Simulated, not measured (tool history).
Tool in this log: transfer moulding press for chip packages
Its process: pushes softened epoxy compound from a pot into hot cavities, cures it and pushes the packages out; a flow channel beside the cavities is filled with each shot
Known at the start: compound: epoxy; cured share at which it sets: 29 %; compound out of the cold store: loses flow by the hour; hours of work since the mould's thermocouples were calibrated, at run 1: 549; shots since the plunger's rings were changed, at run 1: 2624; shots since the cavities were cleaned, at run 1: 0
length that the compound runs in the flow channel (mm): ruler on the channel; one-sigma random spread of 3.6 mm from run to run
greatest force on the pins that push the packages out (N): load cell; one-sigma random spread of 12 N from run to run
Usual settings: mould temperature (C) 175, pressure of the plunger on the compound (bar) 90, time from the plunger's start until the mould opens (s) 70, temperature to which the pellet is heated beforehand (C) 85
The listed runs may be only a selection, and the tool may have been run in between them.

run     day  mould temperature (C)  pressure of the plunger on the compound (bar)  time from the plunger's start until the mould opens (s)  temperature to which the pellet is heated beforehand (C)  hours of work since the mould's thermocouples were calibrated  shots since the plunger's rings were changed  shots since the cavities were cleaned  incoming compound's hours out of the cold store  length that the compound runs in the flow channel (mm)  greatest force on the pins that push the packages out (N)
  1       0                    175                                             90                                                       70                                                        85                                                            549                                          2624                                      0                                             30.1                                                     624                                                        452
  2   1.767                    175                                             90                                                       70                                                        85                                                            581                                          3335                                    711                                             45.3                                                     569                                                        683
      2.162  -- cavities cleaned with cleaning compound and waxed
      3.629  -- plunger's sealing rings changed
  3   3.629                    175                                           96.9                                                       70                                                        85                                                            612                                             0                                    549                                             26.5                                                     674                                                        852
      4.321  -- cavities cleaned with cleaning compound and waxed
      6.383  -- cavities cleaned with cleaning compound and waxed
  4   7.579                    175                                             90                                                       70                                                        85                                                            681                                          1542                                    482                                             11.3                                                     697                                                        702
      8.392  -- cavities cleaned with cleaning compound and waxed
     10.433  -- cavities cleaned with cleaning compound and waxed
  5  10.538                    175                                             90                                                       70                                                        85                                                            733                                          2683                                     42                                             17.2                                                     669                                                        530
  6  12.212                    175                                             90                                                       70                                                        85                                                            763                                          3358                                    717                                             40.9                                                     581                                                        718
     12.579  -- cavities cleaned with cleaning compound and waxed
     14.004  -- plunger's sealing rings changed
  7  14.242                    175                                             90                                                       70                                                        85                                                            797                                            95                                    628                                             12.7                                                     703                                                        726
     14.671  -- cavities cleaned with cleaning compound and waxed
       16.6  -- cavities cleaned with cleaning compound and waxed
  8  17.304                    175                                             90                                                       70                                                        85                                                            851                                          1278                                    283                                             21.6                                                     668                                                        618
     17.983  -- mould's thermocouples calibrated
     18.688  -- cavities cleaned with cleaning compound and waxed
     20.662  -- cavities cleaned with cleaning compound and waxed
  9  21.554                    175                                             90                                                       70                                                        85                                                             63                                          2908                                    360                                             45.4                                                     570                                                        696
     22.612  -- cavities cleaned with cleaning compound and waxed
     24.354  -- plunger's sealing rings changed
     24.704  -- cavities cleaned with cleaning compound and waxed
 10  24.717                    175                                             90                                                       65                                                        85                                                            116                                           119                                      3                                             23.1                                                     663                                                        616
     26.675  -- cavities cleaned with cleaning compound and waxed, once more
     28.679  -- cavities cleaned with cleaning compound and waxed
 11  28.679                    179                                             90                                                       65                                                        85                                                            186                                          1667                                      0                                               41                                                     583                                                        470
     30.788  -- cavities cleaned with cleaning compound and waxed
 12  32.429                    179                                             90                                                       65                                                        85                                                            253                                          3153                                    662                                             24.1                                                     633                                                        717
      32.75  -- cavities cleaned with cleaning compound and waxed
     34.604  -- plunger's sealing rings changed
     35.004  -- cavities cleaned with cleaning compound and waxed
 13  35.717                    179                                          108.7                                                       65                                                        81                                                            308                                           424                                    288                                             35.2                                                     671                                                        592
     37.062  -- cavities cleaned with cleaning compound and waxed
 14  38.058                    179                                          108.7                                                       65                                                        81                                                            350                                          1342                                    402                                               36                                                     661                                                        655
     39.096  -- cavities cleaned with cleaning compound and waxed
 15  39.871                    168                                           81.9                                                       65                                                        81                                                            382                                          2047                                    312                                             18.4                                                     658                                                       1318
      41.25  -- cavities cleaned with cleaning compound and waxed
     43.242  -- cavities cleaned with cleaning compound and waxed
 16  43.242                    179                                           71.5                                                       70                                                        86                                                            441                                          3356                                      0                                             46.1                                                     499                                                        379
     44.829  -- plunger's sealing rings changed
     45.279  -- cavities cleaned with cleaning compound and waxed
 17  46.838                    179                                           71.5                                                       70                                                        86                                                            503                                           785                                    627                                             40.8                                                     528                                                        603
     47.471  -- cavities cleaned with cleaning compound and waxed
     49.408  -- cavities cleaned with cleaning compound and waxed
 18  49.854                    169                                           71.5                                                       62                                                        86                                                            556                                          1951                                    181                                             35.6                                                     560                                                       1118
      51.55  -- cavities cleaned with cleaning compound and waxed
 19  52.083                    168                                           71.5                                                      104                                                        80                                                            595                                          2824                                    215                                             17.9                                                     609                                                        451
     53.688  -- cavities cleaned with cleaning compound and waxed
     54.975  -- plunger's sealing rings changed
 20  54.975                    168                                           71.5                                                      104                                                        80                                                            645                                             0                                    476                                             20.7                                                     614                                                        498
     55.921  -- cavities cleaned with cleaning compound and waxed
 21  57.242                    173                                           87.4                                                       70                                                        85                                                            685                                           889                                    533                                             28.4                                                     637                                                        788
     57.854  -- cavities cleaned with cleaning compound and waxed
     59.808  -- cavities cleaned with cleaning compound and waxed
 22  61.188                    175                                           95.8                                                       70                                                        93                                                            754                                          2428                                    555                                             38.1                                                     615                                                        642
     61.771  -- cavities cleaned with cleaning compound and waxed
      63.75  -- cavities cleaned with cleaning compound and waxed
     65.283  -- plunger's sealing rings changed
 23  65.283                    175                                             90                                                       66                                                        75                                                            824                                             0                                    578                                             16.4                                                     691                                                        878

Alternative continuations, all from the tool just after run 23; predict every row:
      65.95  -- cavities cleaned with cleaning compound and waxed
     67.396  -- mould's thermocouples calibrated
         68  -- cavities cleaned with cleaning compound and waxed
  A  69.154                    181                                             90                                                       66                                                        75                                                             31                                          1475                                    466                                             29.2                                                       ?                                                          ?
      65.95  -- cavities cleaned with cleaning compound and waxed
     67.396  -- mould's thermocouples calibrated
         68  -- cavities cleaned with cleaning compound and waxed
  B  69.154                    175                                             90                                                       91                                                        85                                                             31                                          1475                                    466                                             37.8                                                       ?                                                          ?
      65.95  -- cavities cleaned with cleaning compound and waxed
     67.396  -- mould's thermocouples calibrated
         68  -- cavities cleaned with cleaning compound and waxed
  C  69.154                    172                                             90                                                       73                                                        89                                                             31                                          1475                                    466                                             28.9                                                       ?                                                          ?
      65.95  -- cavities cleaned with cleaning compound and waxed
     67.396  -- mould's thermocouples calibrated
         68  -- cavities cleaned with cleaning compound and waxed
  D  69.154                    175                                             94                                                       70                                                        85                                                             31                                          1475                                    466                                             47.1                                                       ?                                                          ?
      65.95  -- cavities cleaned with cleaning compound and waxed
     67.396  -- mould's thermocouples calibrated
         68  -- cavities cleaned with cleaning compound and waxed
  E  69.154                    175                                          106.5                                                       55                                                        85                                                             31                                          1475                                    466                                             16.9                                                       ?                                                          ?

run  length that the compound runs in the flow channel (mm)  greatest force on the pins that push the packages out (N)
  A                                                     629                                                        657
  B                                                     604                                                        495
  C                                                     640                                                        815
  D                                                     593                                                        707
  E                                                     745                                                       1496
With the hidden condition removed and each run's random variation left untouched, the same runs would have given:
run  length that the compound runs in the flow channel (mm)  greatest force on the pins that push the packages out (N)
  A                                                     638                                                        445
  B                                                     613                                                        337
  C                                                     649                                                        548
  D                                                     602                                                        478
  E                                                     756                                                       1010
